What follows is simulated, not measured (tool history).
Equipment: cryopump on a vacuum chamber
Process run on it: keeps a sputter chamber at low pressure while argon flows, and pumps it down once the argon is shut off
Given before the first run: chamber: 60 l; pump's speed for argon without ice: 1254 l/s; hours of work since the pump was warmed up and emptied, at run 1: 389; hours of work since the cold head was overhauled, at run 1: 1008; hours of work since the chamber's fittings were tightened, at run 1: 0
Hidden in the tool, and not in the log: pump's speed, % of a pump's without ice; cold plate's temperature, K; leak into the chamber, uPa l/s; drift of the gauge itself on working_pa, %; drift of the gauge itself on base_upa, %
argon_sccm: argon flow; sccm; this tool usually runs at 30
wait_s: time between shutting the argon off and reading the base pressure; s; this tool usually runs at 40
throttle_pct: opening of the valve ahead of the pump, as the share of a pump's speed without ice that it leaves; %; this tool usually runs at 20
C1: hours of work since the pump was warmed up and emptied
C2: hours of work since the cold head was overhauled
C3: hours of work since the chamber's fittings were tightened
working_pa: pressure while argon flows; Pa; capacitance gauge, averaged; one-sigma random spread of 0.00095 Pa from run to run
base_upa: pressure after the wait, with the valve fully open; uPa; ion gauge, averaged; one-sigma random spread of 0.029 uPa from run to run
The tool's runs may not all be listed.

Run 1, day 0: usual settings; C1 389; C2 1008; C3 0. Result: working_pa 0.2082 Pa, base_upa 1.51 uPa.
Run 2, day 2.588: usual settings; C1 415; C2 1034; C3 25. Result: working_pa 0.2078 Pa, base_upa 1.49 uPa.
Run 3, day 5.342: usual settings; C1 442; C2 1061; C3 52. Result: working_pa 0.2088 Pa, base_upa 1.54 uPa.
Run 4, day 8.104: usual settings but wait_s 79 s; C1 469; C2 1088; C3 79. Result: working_pa 0.2082 Pa, base_upa 1.05 uPa.
Run 5, day 11.329: usual settings but wait_s 79 s; C1 500; C2 1119; C3 111. Result: working_pa 0.2072 Pa, base_upa 1.1 uPa.
Run 6, day 13.712: usual settings; C1 524; C2 1143; C3 134. Result: working_pa 0.2111 Pa, base_upa 1.7 uPa.
Run 7, day 17: usual settings; C1 556; C2 1175; C3 166. Result: working_pa 0.2098 Pa, base_upa 1.76 uPa.
At day 20.108: pump warmed up, emptied and cooled again.
Run 8, day 20.679: usual settings but wait_s 50 s; C1 6; C2 1209; C3 201. Result: working_pa 0.2033 Pa, base_upa 1.47 uPa.
Run 9, day 24.104: usual settings; C1 39; C2 1242; C3 234. Result: working_pa 0.2036 Pa, base_upa 1.71 uPa.
Run 10, day 26.104: usual settings but throttle_pct 54 %; C1 59; C2 1262; C3 254. Result: working_pa 0.0764 Pa, base_upa 1.73 uPa.
Run 11, day 29.783: usual settings but throttle_pct 54 %; C1 95; C2 1298; C3 290. Result: working_pa 0.0782 Pa, base_upa 1.68 uPa.
Run 12, day 32.433: usual settings but throttle_pct 34 %; C1 121; C2 1324; C3 316. Result: working_pa 0.1208 Pa, base_upa 1.81 uPa.
Run 13, day 34.058: usual settings but throttle_pct 26 %; C1 137; C2 1340; C3 332. Result: working_pa 0.1574 Pa, base_upa 1.8 uPa.
Run 14, day 37.446: usual settings but throttle_pct 26 %; C1 170; C2 1373; C3 365. Result: working_pa 0.1584 Pa, base_upa 1.85 uPa.
Run 15, day 41.046: usual settings but throttle_pct 26 %; C1 205; C2 1408; C3 400. Result: working_pa 0.1613 Pa, base_upa 1.89 uPa.
Run 16, day 44.158: usual settings but wait_s 38 s, throttle_pct 52 %; C1 236; C2 1439; C3 430. Result: working_pa 0.0814 Pa, base_upa 2.03 uPa.
Run 17, day 47.304: usual settings but wait_s 38 s, throttle_pct 52 %; C1 266; C2 1470; C3 461. Result: working_pa 0.0819 Pa, base_upa 2.03 uPa.
Run 18, day 49.771: usual settings but argon_sccm 22 sccm, wait_s 54 s; C1 291; C2 1494; C3 485. Result: working_pa 0.1512 Pa, base_upa 1.74 uPa.
Run 19, day 52.45: usual settings but argon_sccm 22 sccm, wait_s 54 s; C1 317; C2 1520; C3 512. Result: working_pa 0.1513 Pa, base_upa 1.72 uPa.
Run 20, day 54.967: usual settings but argon_sccm 31 sccm, wait_s 216 s, throttle_pct 25 %; C1 341; C2 1545; C3 536. Result: working_pa 0.1731 Pa, base_upa 1.17 uPa.
Run 21, day 57.688: usual settings but argon_sccm 49 sccm, wait_s 85 s, throttle_pct 23 %; C1 368; C2 1571; C3 563. Result: working_pa 0.2982 Pa, base_upa 1.55 uPa.
Run 22, day 60.562: usual settings but wait_s 32 s; C1 396; C2 1599; C3 591. Result: working_pa 0.2085 Pa, base_upa 2.4 uPa.
Run 23, day 63.504: usual settings but argon_sccm 16 sccm, wait_s 129 s, throttle_pct 16 %; C1 425; C2 1628; C3 620. Result: working_pa 0.1383 Pa, base_upa 1.44 uPa.
Run 24, day 66.85: usual settings but argon_sccm 55 sccm, wait_s 141 s, throttle_pct 27 %; C1 458; C2 1661; C3 653. Result: working_pa 0.2866 Pa, base_upa 1.44 uPa.
Run 25, day 68.783: usual settings but wait_s 245 s; C1 477; C2 1680; C3 672. Result: working_pa 0.2085 Pa, base_upa 1.4 uPa.
Run 26, day 70.712: usual settings but argon_sccm 31 sccm, wait_s 115 s; C1 496; C2 1699; C3 691. Result: working_pa 0.2177 Pa, base_upa 1.62 uPa.

For each run, the measured value with the value that run would have given without the tool's hidden condition subtracted. The run-to-run variation is shared by both, the gauge scatter possibly not:
run  working_pa  base_upa
  1     +0.0059     +0.12
  2     +0.0063     +0.15
  3     +0.0067     +0.19
  4     +0.0071     +0.22
  5     +0.0076     +0.27
  6     +0.0081     +0.29
  7     +0.0086     +0.35
  8     +0.0008     +0.28
  9     +0.0012     +0.33
 10     +0.0014     +0.35
 11     +0.0019     +0.38
 12     +0.0023     +0.43
 13     +0.0026     +0.44
 14     +0.0031     +0.48
 15     +0.0036     +0.53
 16      +0.004     +0.59
 17     +0.0045     +0.61
 18     +0.0036     +0.64
 19     +0.0038     +0.69
 20     +0.0059     +0.72
 21       +0.01     +0.76
 22     +0.0066     +0.79
 23     +0.0038     +0.85
 24     +0.0138     +0.89
 25     +0.0078     +0.94
 26     +0.0086     +0.97
